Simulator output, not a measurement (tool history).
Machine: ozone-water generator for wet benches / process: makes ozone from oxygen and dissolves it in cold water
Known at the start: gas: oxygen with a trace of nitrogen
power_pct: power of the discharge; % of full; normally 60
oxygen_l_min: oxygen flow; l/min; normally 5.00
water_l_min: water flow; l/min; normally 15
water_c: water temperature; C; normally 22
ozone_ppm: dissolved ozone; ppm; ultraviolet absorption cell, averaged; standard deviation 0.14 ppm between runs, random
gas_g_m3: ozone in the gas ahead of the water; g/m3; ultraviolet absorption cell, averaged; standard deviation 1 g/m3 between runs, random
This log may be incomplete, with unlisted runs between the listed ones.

Run 1, hour 0.0: usual settings. Result: ozone_ppm 16.2 ppm, gas_g_m3 175.7 g/m3.
Run 2, hour 33.6: usual settings. Result: ozone_ppm 16.1 ppm, gas_g_m3 175.8 g/m3.
Run 3, hour 71.4: usual settings. Result: ozone_ppm 16.1 ppm, gas_g_m3 176.4 g/m3.
Run 4, hour 98.8: usual settings but oxygen_l_min 4.61 l/min. Result: ozone_ppm 15.9 ppm, gas_g_m3 182.3 g/m3.
Run 5, hour 137.5: usual settings but oxygen_l_min 4.61 l/min. Result: ozone_ppm 15.9 ppm, gas_g_m3 184.2 g/m3.
Run 6, hour 164.4: usual settings but oxygen_l_min 4.61 l/min. Result: ozone_ppm 16.0 ppm, gas_g_m3 185.6 g/m3.
Run 7, hour 192.3: usual settings but oxygen_l_min 4.61 l/min. Result: ozone_ppm 16.0 ppm, gas_g_m3 186.2 g/m3.
Run 8, hour 211.8: usual settings but water_l_min 16 l/min. Result: ozone_ppm 15.4 ppm, gas_g_m3 177.6 g/m3.
Run 9, hour 247.8: usual settings but water_l_min 16 l/min. Result: ozone_ppm 15.2 ppm, gas_g_m3 177.0 g/m3.
Run 10, hour 282.6: usual settings but oxygen_l_min 5.12 l/min, water_l_min 14 l/min. Result: ozone_ppm 17.0 ppm, gas_g_m3 175.1 g/m3.
Run 11, hour 302.8: usual settings but power_pct 44 % of full, oxygen_l_min 4.37 l/min, water_l_min 16 l/min, water_c 24 C. Result: ozone_ppm 11.1 ppm, gas_g_m3 141.8 g/m3.
Run 12, hour 321.8: usual settings but power_pct 44 % of full, oxygen_l_min 4.37 l/min, water_l_min 16 l/min, water_c 24 C. Result: ozone_ppm 11.1 ppm, gas_g_m3 143.5 g/m3.
Run 13, hour 365.6: usual settings but power_pct 70 % of full, oxygen_l_min 5.88 l/min, water_c 17 C. Result: ozone_ppm 20.2 ppm, gas_g_m3 192.2 g/m3.
Run 14, hour 392.3: usual settings but power_pct 70 % of full, oxygen_l_min 5.88 l/min, water_c 17 C. Result: ozone_ppm 20.1 ppm, gas_g_m3 190.0 g/m3.
Run 15, hour 426.0: usual settings but power_pct 94 % of full, oxygen_l_min 3.13 l/min, water_l_min 22 l/min, water_c 16 C. Result: ozone_ppm 18.1 ppm, gas_g_m3 326.6 g/m3.
At hour 434.3: contactor cleaned.
Run 16, hour 450.9: usual settings but power_pct 94 % of full, oxygen_l_min 3.13 l/min, water_l_min 22 l/min, water_c 21 C. Result: ozone_ppm 17.2 ppm, gas_g_m3 329.9 g/m3.
Run 17, hour 489.3: usual settings but power_pct 88 % of full, oxygen_l_min 6.94 l/min, water_l_min 23 l/min, water_c 21 C. Result: ozone_ppm 17.5 ppm, gas_g_m3 218.4 g/m3.

Branching from run 17: 4 alternative next runs. What would each branch give?
Run A, hour 519.3: usual settings but power_pct 42 % of full, water_c 24 C. Result: ozone_ppm ?, gas_g_m3 ?.
Run B, hour 519.3: usual settings but power_pct 88 % of full, oxygen_l_min 6.94 l/min, water_l_min 23 l/min, water_c 14 C. Result: ozone_ppm ?, gas_g_m3 ?.
Run C, hour 519.3: usual settings but oxygen_l_min 5.02 l/min. Result: ozone_ppm ?, gas_g_m3 ?.
Run D, hour 519.3: usual settings but power_pct 88 % of full, oxygen_l_min 6.34 l/min, water_l_min 17 l/min, water_c 21 C. Result: ozone_ppm ?, gas_g_m3 ?.

run  ozone_ppm  gas_g_m3
  A       10.9     130.4
  B       19.4     219.5
  C       16.2     176.3
  D       21.6     227.3
Without the tool's hidden state the same runs would have given:
run  ozone_ppm  gas_g_m3
  A       11.0     129.0
  B       19.4     217.2
  C       16.2     174.4
  D       21.6     224.9
